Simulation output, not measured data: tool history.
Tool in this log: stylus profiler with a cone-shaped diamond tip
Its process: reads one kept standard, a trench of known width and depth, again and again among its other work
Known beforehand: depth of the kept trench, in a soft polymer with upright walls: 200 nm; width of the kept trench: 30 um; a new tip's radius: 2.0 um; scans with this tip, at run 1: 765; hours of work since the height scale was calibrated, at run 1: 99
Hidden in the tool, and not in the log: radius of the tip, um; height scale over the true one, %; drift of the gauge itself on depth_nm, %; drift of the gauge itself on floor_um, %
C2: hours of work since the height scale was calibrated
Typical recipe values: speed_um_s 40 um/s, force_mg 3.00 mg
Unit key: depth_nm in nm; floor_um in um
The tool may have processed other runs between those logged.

Run 1, day 0.000: usual settings; scans with this tip 765; C2 99. Result: depth_nm 201.33 nm, floor_um 28.12 um.
Run 2, day 0.654: usual settings; scans with this tip 828; C2 107. Result: depth_nm 201.38 nm, floor_um 28.17 um.
Run 3, day 1.292: usual settings; scans with this tip 889; C2 115. Result: depth_nm 201.36 nm, floor_um 28.10 um.
Run 4, day 1.829: usual settings but force_mg 2.25 mg; scans with this tip 941; C2 121. Result: depth_nm 201.21 nm, floor_um 28.12 um.
Run 5, day 2.129: usual settings but force_mg 1.72 mg; scans with this tip 969; C2 125. Result: depth_nm 200.99 nm, floor_um 28.10 um.
Run 6, day 2.446: usual settings but force_mg 1.72 mg; scans with this tip 1000; C2 129. Result: depth_nm 200.88 nm, floor_um 28.08 um.
Run 7, day 3.062: usual settings; scans with this tip 1059; C2 137. Result: depth_nm 201.31 nm, floor_um 28.14 um.
Run 8, day 3.517: usual settings; scans with this tip 1103; C2 142. Result: depth_nm 201.38 nm, floor_um 28.07 um.
Run 9, day 3.904: usual settings; scans with this tip 1140; C2 147. Result: depth_nm 201.35 nm, floor_um 28.10 um.
Run 10, day 4.338: usual settings; scans with this tip 1181; C2 152. Result: depth_nm 201.32 nm, floor_um 28.11 um.
Run 11, day 4.962: usual settings; scans with this tip 1241; C2 160. Result: depth_nm 201.35 nm, floor_um 28.16 um.
Run 12, day 5.542: usual settings; scans with this tip 1297; C2 167. Result: depth_nm 201.27 nm, floor_um 28.12 um.
Run 13, day 5.958: usual settings; scans with this tip 1337; C2 172. Result: depth_nm 201.19 nm, floor_um 28.12 um.
Run 14, day 6.412: usual settings; scans with this tip 1381; C2 178. Result: depth_nm 201.34 nm, floor_um 28.09 um.
Run 15, day 6.933: usual settings; scans with this tip 1431; C2 185. Result: depth_nm 201.32 nm, floor_um 28.09 um.
Run 16, day 7.421: usual settings but force_mg 2.59 mg; scans with this tip 1477; C2 191. Result: depth_nm 201.13 nm, floor_um 28.08 um.
Run 17, day 7.904: usual settings; scans with this tip 1524; C2 197. Result: depth_nm 201.26 nm, floor_um 28.11 um.
Run 18, day 8.608: usual settings; scans with this tip 1591; C2 205. Result: depth_nm 201.27 nm, floor_um 28.14 um.
Run 19, day 9.138: usual settings; scans with this tip 1642; C2 212. Result: depth_nm 201.31 nm, floor_um 28.12 um.
Run 20, day 9.488: usual settings; scans with this tip 1675; C2 216. Result: depth_nm 201.29 nm, floor_um 28.10 um.
Run 21, day 10.200: usual settings; scans with this tip 1744; C2 225. Result: depth_nm 201.37 nm, floor_um 28.10 um.
Run 22, day 10.717: usual settings; scans with this tip 1794; C2 231. Result: depth_nm 201.37 nm, floor_um 28.08 um.
Run 23, day 11.238: usual settings; scans with this tip 1844; C2 238. Result: depth_nm 201.40 nm, floor_um 28.13 um.
Run 24, day 11.692: usual settings but speed_um_s 22 um/s, force_mg 1.28 mg; scans with this tip 1887; C2 243. Result: depth_nm 200.65 nm, floor_um 28.14 um.
Run 25, day 12.062: usual settings but speed_um_s 13 um/s, force_mg 1.46 mg; scans with this tip 1923; C2 248. Result: depth_nm 200.70 nm, floor_um 28.17 um.
Run 26, day 12.788: usual settings but speed_um_s 100 um/s, force_mg 1.13 mg; scans with this tip 1992; C2 257. Result: depth_nm 200.61 nm, floor_um 27.79 um.
Run 27, day 13.246: usual settings but speed_um_s 48 um/s, force_mg 5.07 mg; scans with this tip 2036; C2 263. Result: depth_nm 201.88 nm, floor_um 28.03 um.
Run 28, day 13.829: usual settings but speed_um_s 13 um/s, force_mg 2.12 mg; scans with this tip 2092; C2 270. Result: depth_nm 200.94 nm, floor_um 28.11 um.

Estimate the outcome of run 29 from the log above:
Run 29, day 14.271: usual settings but speed_um_s 38 um/s, force_mg 4.90 mg; scans with this tip 2134; C2 275. Result: depth_nm ?, floor_um ?.

Run 29 gave depth_nm 201.81 nm, floor_um 28.12 um.
Minus the tool's unlogged condition, the same run would have read depth_nm 202.03 nm, floor_um 28.19 um.
